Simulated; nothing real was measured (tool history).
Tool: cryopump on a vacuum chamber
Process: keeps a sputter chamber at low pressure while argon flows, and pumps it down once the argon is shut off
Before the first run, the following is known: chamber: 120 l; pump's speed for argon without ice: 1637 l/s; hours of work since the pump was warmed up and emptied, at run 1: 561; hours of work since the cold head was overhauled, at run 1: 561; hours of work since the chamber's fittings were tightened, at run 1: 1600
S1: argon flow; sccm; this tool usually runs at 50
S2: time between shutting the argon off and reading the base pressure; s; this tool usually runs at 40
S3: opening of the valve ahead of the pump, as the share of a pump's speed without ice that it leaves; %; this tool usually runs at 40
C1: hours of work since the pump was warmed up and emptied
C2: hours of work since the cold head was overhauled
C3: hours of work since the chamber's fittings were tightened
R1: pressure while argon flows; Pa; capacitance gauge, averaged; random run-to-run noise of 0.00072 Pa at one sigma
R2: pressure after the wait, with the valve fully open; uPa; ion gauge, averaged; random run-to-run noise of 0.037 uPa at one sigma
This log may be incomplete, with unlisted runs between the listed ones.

run   hour  S1   S2  S3   C1   C2    C3      R1    R2
  1    0.0  50   40  40  561  561  1600  0.1404  2.87
  2   25.1  50   40  40  572  572  1611  0.1410  2.83
  3   52.3  50   40  40  584  584  1623  0.1402  2.96
  4  114.3  50  107  40  611  611  1650  0.1420  1.68
  5  170.0  50   40  41  636  636  1675  0.1392  2.89
  6  221.8  50   40  40  659  659  1698  0.1443  2.96
  7  262.4  39   40  40  677  677  1716  0.1118  2.96
  8  306.2  39   40  40  696  696  1735  0.1123  3.04
  9  342.6  39   40  40  712  712  1751  0.1122  3.01
 10  400.8  50  274  40  738  738  1777  0.1452  1.36
 11  435.5  50  274  40  753  753  1792  0.1479  1.41
 12  495.6  50  289  21  780  780  1819  0.2639  1.41
 13  535.2  50  289  21  797  797  1836  0.2620  1.42
 14  565.1  29  156  33  811  811  1850  0.1020  1.71
 15  595.0  29  156  33  824  824  1863  0.1012  1.64
 16  648.1  83   40  22  847  847  1886  0.4241  3.14
 17  705.7  83   40  22  873  873  1912  0.4193  3.17
 18  764.2  83   40  22  899  899  1938  0.4228  3.20
 19  804.7  26  267  22  917  917  1956  0.1343  1.55
 20  837.2  83   44  43  931  931  1970  0.2337  3.07

The logged runs with the hidden state left out (each run's random variation unchanged):
Hidden state present: pump's speed, % of a pump's without ice; cold plate's temperature, K; leak into the chamber, uPa l/s; drift of the gauge itself on working_pa, %; drift of the gauge itself on base_upa, %.
run      R1    R2
  1  0.1289  2.10
  2  0.1292  2.07
  3  0.1281  2.16
  4  0.1291  0.89
  5  0.1259  2.08
  6  0.1302  2.12
  7  0.1006  2.12
  8  0.1006  2.16
  9  0.1003  2.12
 10  0.1292  0.47
 11  0.1314  0.49
 12  0.2467  0.45
 13  0.2445  0.45
 14  0.0916  0.72
 15  0.0906  0.65
 16  0.3923  2.12
 17  0.3868  2.13
 18  0.3890  2.13
 19  0.1233  0.46
 20  0.1983  1.96
